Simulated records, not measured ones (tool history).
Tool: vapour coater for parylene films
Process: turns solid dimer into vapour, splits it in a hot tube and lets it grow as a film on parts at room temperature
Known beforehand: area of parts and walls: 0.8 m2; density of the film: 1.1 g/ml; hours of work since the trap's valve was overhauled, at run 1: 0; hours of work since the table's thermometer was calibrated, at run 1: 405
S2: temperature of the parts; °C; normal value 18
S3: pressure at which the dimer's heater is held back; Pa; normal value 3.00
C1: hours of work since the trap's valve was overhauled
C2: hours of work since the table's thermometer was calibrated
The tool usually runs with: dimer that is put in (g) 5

Run 1, day 0.000: usual settings; C1 0; C2 405. Result: thickness of the film (µm) 3.23.
Run 2, day 1.488: usual settings; C1 26; C2 431. Result: thickness of the film (µm) 3.22.
Run 3, day 3.246: usual settings; C1 56; C2 462. Result: thickness of the film (µm) 3.14.
Run 4, day 5.304: usual settings; C1 92; C2 497. Result: thickness of the film (µm) 3.12.
Run 5, day 6.883: usual settings; C1 120; C2 525. Result: thickness of the film (µm) 3.09.
Run 6, day 8.750: usual settings but dimer that is put in (g) 9; C1 152; C2 557. Result: thickness of the film (µm) 5.48.
Run 7, day 12.100: usual settings but dimer that is put in (g) 9; C1 210; C2 615. Result: thickness of the film (µm) 5.33.
At day 14.067: trap's valve overhauled.
Run 8, day 15.400: usual settings but dimer that is put in (g) 9; C1 23; C2 670. Result: thickness of the film (µm) 5.69.
Run 9, day 17.304: usual settings but dimer that is put in (g) 2; C1 56; C2 703. Result: thickness of the film (µm) 1.24.
Run 10, day 18.812: usual settings; C1 82; C2 729. Result: thickness of the film (µm) 3.14.
Run 11, day 22.346: usual settings but dimer that is put in (g) 6, S3 4.24 Pa; C1 144; C2 790. Result: thickness of the film (µm) 3.59.
Run 12, day 25.496: usual settings but dimer that is put in (g) 2, S2 29 °C, S3 4.24 Pa; C1 199; C2 845. Result: thickness of the film (µm) 0.95.
Run 13, day 27.412: usual settings but dimer that is put in (g) 7, S2 27 °C, S3 10.12 Pa; C1 232; C2 878. Result: thickness of the film (µm) 3.30.
At day 28.042: trap's valve overhauled.
Run 14, day 30.150: usual settings but dimer that is put in (g) 3, S2 11 °C; C1 37; C2 923. Result: thickness of the film (µm) 2.08.
Run 15, day 32.996: usual settings but dimer that is put in (g) 3, S2 13 °C, S3 5.37 Pa; C1 86; C2 973. Result: thickness of the film (µm) 1.90.
Run 16, day 34.646: usual settings but dimer that is put in (g) 8, S2 26 °C, S3 5.61 Pa; C1 115; C2 1001. Result: thickness of the film (µm) 4.14.
Run 17, day 37.838: usual settings but dimer that is put in (g) 8, S2 26 °C, S3 5.61 Pa; C1 170; C2 1057. Result: thickness of the film (µm) 4.01.
Run 18, day 39.346: usual settings but dimer that is put in (g) 6, S2 12 °C, S3 4.66 Pa; C1 196; C2 1083. Result: thickness of the film (µm) 3.81.
At day 41.854: trap's valve overhauled.
Run 19, day 41.988: usual settings but S2 17 °C; C1 2; C2 1126. Result: thickness of the film (µm) 3.25.
Run 20, day 44.908: usual settings but S2 17 °C; C1 53; C2 1177. Result: thickness of the film (µm) 3.20.

Predict each of these 5 candidate next runs independently; none follows another, all start after run 20:
Run A, day 47.158: usual settings but dimer that is put in (g) 8, S2 27 °C; C1 92; C2 1216. Result: thickness of the film (µm) ?.
Run B, day 47.158: usual settings but S2 19 °C; C1 92; C2 1216. Result: thickness of the film (µm) ?.
Run C, day 47.158: usual settings but dimer that is put in (g) 2, S2 29 °C, S3 10.05 Pa; C1 92; C2 1216. Result: thickness of the film (µm) ?.
Run D, day 47.158: usual settings but S2 14 °C; C1 92; C2 1216. Result: thickness of the film (µm) ?.
Run E, day 47.158: usual settings but S2 17 °C, S3 11.03 Pa; C1 92; C2 1216. Result: thickness of the film (µm) ?.

run  thickness of the film (µm)
  A                        4.32
  B                        3.10
  C                        0.93
  D                        3.31
  E                        2.82
Stripped of hidden state, with their random variation kept, the same runs would have yielded:
run  thickness of the film (µm)
  A                        4.49
  B                        3.22
  C                        0.97
  D                        3.44
  E                        2.93
